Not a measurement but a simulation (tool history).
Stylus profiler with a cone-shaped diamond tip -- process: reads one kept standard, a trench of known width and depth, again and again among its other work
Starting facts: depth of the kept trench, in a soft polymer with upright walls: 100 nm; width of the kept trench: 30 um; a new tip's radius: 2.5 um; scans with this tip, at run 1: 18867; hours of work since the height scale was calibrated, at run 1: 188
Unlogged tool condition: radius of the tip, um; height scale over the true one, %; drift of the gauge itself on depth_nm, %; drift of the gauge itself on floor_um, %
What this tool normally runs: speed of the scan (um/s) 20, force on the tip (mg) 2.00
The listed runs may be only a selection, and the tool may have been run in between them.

| run | hour | speed of the scan (um/s) | force on the tip (mg) | scans with this tip | hours of work since the height scale was calibrated | depth of the trench (angstrom) | width of the trench's floor (nm) |
|---|---|---|---|---|---|---|---|
| 1 | 0.0 | 20 | 2.00 | 18867 | 188 | 1009.1 | 27960 |
| 2 | 87.9 | 20 | 2.00 | 19686 | 244 | 1008.9 | 27960 |
| 3 | 227.6 | 20 | 2.00 | 20987 | 333 | 1008.7 | 27930 |
| 4 | 323.9 | 20 | 2.00 | 21883 | 395 | 1007.2 | 27850 |
| 5 | 390.5 | 20 | 2.00 | 22503 | 437 | 1007.2 | 27850 |
| 6 | 475.0 | 20 | 2.00 | 23290 | 491 | 1006.4 | 27830 |
| 7 | 536.6 | 40 | 2.00 | 23864 | 530 | 1007.4 | 27760 |
| 8 | 652.6 | 20 | 2.00 | 24945 | 604 | 1007.1 | 27750 |
| 9 | 736.3 | 20 | 1.24 | 25723 | 658 | 1002.0 | 27790 |
| 10 | 824.4 | 20 | 2.00 | 26544 | 714 | 1006.2 | 27740 |
|  | 834.2 | height scale calibrated on a step standard |
| 11 | 956.2 | 20 | 1.88 | 27766 | 78 | 1004.9 | 27730 |
| 12 | 1065.1 | 20 | 3.64 | 28780 | 147 | 1009.1 | 27720 |
| 13 | 1154.7 | 20 | 3.64 | 29615 | 204 | 1009.0 | 27710 |
|  | 1245.3 | new tip fitted, height scale calibrated |
| 14 | 1258.6 | 20 | 3.64 | 124 | 8 | 1014.8 | 28590 |
| 15 | 1357.5 | 20 | 1.40 | 1044 | 71 | 1009.2 | 28560 |
| 16 | 1414.7 | 20 | 1.40 | 1577 | 108 | 1007.5 | 28560 |
|  | 1544.4 | height scale calibrated on a step standard, once more |
| 17 | 1554.4 | 54 | 3.09 | 2874 | 6 | 1012.5 | 28410 |
| 18 | 1625.2 | 70 | 2.50 | 3532 | 51 | 1011.4 | 28420 |
| 19 | 1756.0 | 45 | 2.50 | 4751 | 135 | 1011.1 | 28360 |
| 20 | 1831.2 | 45 | 1.34 | 5451 | 183 | 1005.5 | 28310 |
| 21 | 1907.8 | 6 | 1.43 | 6164 | 232 | 1006.6 | 28420 |
| 22 | 2005.8 | 6 | 1.43 | 7077 | 294 | 1005.1 | 28380 |
| 23 | 2102.9 | 22 | 1.60 | 7981 | 356 | 1006.2 | 28310 |
| 24 | 2196.0 | 24 | 0.87 | 8848 | 415 | 1005.1 | 28250 |
| 25 | 2262.5 | 13 | 3.31 | 9467 | 458 | 1011.9 | 28310 |
| 26 | 2353.6 | 13 | 3.31 | 10316 | 516 | 1011.7 | 28240 |
| 27 | 2422.9 | 20 | 2.50 | 10960 | 560 | 1008.9 | 28250 |

4 options for the next run, each taken on its own from the tool as it stands now. Forecast them:
| A | 2515.0 | 25 | 2.50 | 11819 | 619 | ? | ? |
| B | 2515.0 | 16 | 2.00 | 11819 | 619 | ? | ? |
| C | 2515.0 | 9 | 1.81 | 11819 | 619 | ? | ? |
| D | 2515.0 | 38 | 1.64 | 11819 | 619 | ? | ? |

| run | depth of the trench (angstrom) | width of the trench's floor (nm) |
|---|---|---|
| A | 1008.5 | 28150 |
| B | 1007.0 | 28200 |
| C | 1005.4 | 28190 |
| D | 1005.5 | 28120 |
With no hidden state in the tool, these same runs would have given:
| run | depth of the trench (angstrom) | width of the trench's floor (nm) |
|---|---|---|
| A | 1011.0 | 28530 |
| B | 1009.5 | 28570 |
| C | 1007.9 | 28560 |
| D | 1008.0 | 28490 |

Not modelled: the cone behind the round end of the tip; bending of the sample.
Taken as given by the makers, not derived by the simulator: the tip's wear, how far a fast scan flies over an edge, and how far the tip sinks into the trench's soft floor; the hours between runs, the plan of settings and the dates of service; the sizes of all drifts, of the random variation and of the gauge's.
